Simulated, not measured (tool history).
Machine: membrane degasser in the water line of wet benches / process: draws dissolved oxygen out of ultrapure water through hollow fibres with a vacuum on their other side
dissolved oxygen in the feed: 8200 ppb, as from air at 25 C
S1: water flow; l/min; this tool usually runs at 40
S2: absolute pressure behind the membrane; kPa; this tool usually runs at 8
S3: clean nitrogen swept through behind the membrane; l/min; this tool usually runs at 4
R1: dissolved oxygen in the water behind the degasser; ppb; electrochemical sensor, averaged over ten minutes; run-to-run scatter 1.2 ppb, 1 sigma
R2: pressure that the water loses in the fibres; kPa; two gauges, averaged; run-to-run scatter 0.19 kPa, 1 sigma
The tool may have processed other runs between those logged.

| run | hour | S1 | S2 | S3 | R1 | R2 |
|---|---|---|---|---|---|---|
| 1 | 0 | 40 | 8 | 4 | 113.9 | 37.77 |
| 2 | 58.2 | 40 | 8 | 4 | 115.7 | 38.06 |
| 3 | 150.9 | 40 | 8 | 4 | 113.9 | 38.06 |
| 4 | 241.3 | 40 | 8 | 4 | 115.3 | 38.49 |
| 5 | 325.3 | 40 | 8 | 4 | 113.4 | 37.99 |
| 6 | 422.5 | 40 | 8 | 4 | 112.4 | 38.26 |
| 7 | 508.3 | 40 | 8 | 4 | 114.1 | 38.19 |
| 8 | 602.5 | 40 | 8 | 4 | 113.4 | 38.09 |
| 9 | 658.9 | 40 | 8 | 4 | 117 | 38.03 |
| 10 | 762.3 | 40 | 19.7 | 4 | 372.3 | 38.08 |
| 11 | 807.4 | 40 | 19.7 | 4 | 374 | 38.16 |
| 12 | 890.9 | 40 | 8 | 2.32 | 186.2 | 37.98 |
| 13 | 975.4 | 27 | 8 | 2.32 | 131.8 | 25.59 |
| 14 | 1040.6 | 27 | 8 | 2.32 | 132.3 | 25.79 |
| 15 | 1150 | 27 | 8 | 2.32 | 131 | 25.68 |
| 16 | 1216.8 | 27 | 8 | 2.32 | 129.4 | 25.81 |
| 17 | 1294.5 | 50 | 11.36 | 1.8 | 461.2 | 47.92 |
| 18 | 1340.3 | 50 | 11.36 | 1.8 | 475.4 | 47.72 |
| 19 | 1393.8 | 50 | 11.36 | 1.8 | 462.5 | 47.7 |
| 20 | 1445.1 | 56 | 17.52 | 8.07 | 232 | 53.27 |
| 21 | 1513.7 | 56 | 17.52 | 8.07 | 240.4 | 53.17 |
| 22 | 1609 | 36 | 6.55 | 4.38 | 67.7 | 34.46 |
| 23 | 1706.2 | 36 | 6.55 | 4.38 | 67.1 | 34.42 |
| 24 | 1790.9 | 53 | 6.77 | 2.22 | 187.5 | 50.87 |
| 25 | 1876.2 | 53 | 6.77 | 2.22 | 187.7 | 50.42 |
| 26 | 1987.7 | 34 | 8.26 | 5.21 | 79.3 | 32.21 |
| 27 | 2072.2 | 34 | 8.26 | 5.21 | 81.2 | 32.37 |
| 28 | 2162.8 | 33 | 10.74 | 4 | 149.1 | 31.84 |
| 29 | 2257.8 | 33 | 10.74 | 4 | 148.1 | 31.24 |
| 30 | 2343.9 | 26 | 8 | 4.78 | 63.7 | 24.82 |

Expected results for the next run?
| 31 | 2411.4 | 26 | 7.02 | 5.69 | ? | ? |

R1: 43.7 ppb
R2: 24.88 kPa
Minus the tool's unlogged condition, the same run would have read R1 43.5 ppb, R2 24.86 kPa.
